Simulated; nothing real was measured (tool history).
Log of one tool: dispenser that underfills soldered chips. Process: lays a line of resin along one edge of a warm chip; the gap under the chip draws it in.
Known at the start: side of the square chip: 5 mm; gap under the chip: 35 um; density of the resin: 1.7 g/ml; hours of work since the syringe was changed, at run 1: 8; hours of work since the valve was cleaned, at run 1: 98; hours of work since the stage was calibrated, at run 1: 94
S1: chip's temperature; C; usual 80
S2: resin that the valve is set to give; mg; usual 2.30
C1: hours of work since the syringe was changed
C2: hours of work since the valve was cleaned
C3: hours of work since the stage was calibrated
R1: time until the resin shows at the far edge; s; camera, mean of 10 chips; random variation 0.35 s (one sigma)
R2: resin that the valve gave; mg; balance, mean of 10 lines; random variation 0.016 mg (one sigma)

run	hour	S1	S2	C1	C2	C3	R1	R2
1	0.0	80	2.30	8	98	94	31.1	2.16
# hour 0.7: new syringe of resin
2	2.5	80	2.30	1	100	95	20.2	2.19
3	6.8	80	2.30	4	102	98	23.3	2.16
4	9.9	80	2.30	6	104	100	26.4	2.16
5	12.0	80	2.30	7	106	101	28.6	2.14
# hour 13.6: new syringe of resin
6	16.7	80	2.30	2	109	104	20.8	2.17
7	21.6	80	2.30	5	112	107	26.1	2.17
# hour 24.5: dispensing valve cleaned and set on the balance
8	26.2	80	2.30	7	1	110	29.7	2.30
# hour 27.5: new syringe of resin
9	31.2	80	2.30	2	4	113	21.5	2.31
10	33.4	80	2.03	4	5	114	23.9	2.02
11	38.4	80	2.03	7	9	117	29.0	2.02
# hour 40.8: new syringe of resin
12	41.9	80	2.03	1	11	119	20.3	2.01
13	46.4	90	2.17	4	13	122	18.1	2.18
14	50.0	77	2.19	6	16	124	29.4	2.16
# hour 53.8: new syringe of resin
15	53.9	77	2.19	0	18	127	19.4	2.18
16	57.1	77	2.19	2	20	129	22.5	2.21
17	59.6	92	2.30	4	22	130	16.2	2.25
18	63.8	77	2.22	6	24	133	29.5	2.19
# hour 66.9: new syringe of resin
19	69.0	77	2.22	1	27	136	22.1	2.17
20	71.1	75	2.30	3	29	137	25.5	2.25
21	73.5	68	2.30	4	30	139	35.3	2.29
22	76.4	68	2.30	6	32	141	39.1	2.24
23	79.2	68	2.30	8	34	143	43.5	2.27
# hour 79.9: new syringe of resin
24	84.0	80	2.01	3	37	145	21.7	1.97

Some steps in R1 between neighbouring runs. How much of each would the tool show without its hidden state too (settings, what came in, random variation), and how much is left for the hidden state, with any gauge scatter that isn't in both results?
The hidden state here: resin's viscosity, % of fresh resin's; dose that the valve gives, % of what is set; true chip temperature over the reading, C; drift of the gauge itself on fill_s, %; drift of the gauge itself on given_mg, %.
Run 1 -> 2: new syringe of resin. R1 -10.9 s: hidden state -11.3, all else +0.4.
Run 17 -> 18: S1 92 -> 77, S2 2.30 -> 2.22. R1 +13.3 s: hidden state +6.5, all else +6.8.
Run 23 -> 24: S1 68 -> 80, S2 2.30 -> 2.01, new syringe of resin. R1 -21.8 s: hidden state -14.5, all else -7.3.

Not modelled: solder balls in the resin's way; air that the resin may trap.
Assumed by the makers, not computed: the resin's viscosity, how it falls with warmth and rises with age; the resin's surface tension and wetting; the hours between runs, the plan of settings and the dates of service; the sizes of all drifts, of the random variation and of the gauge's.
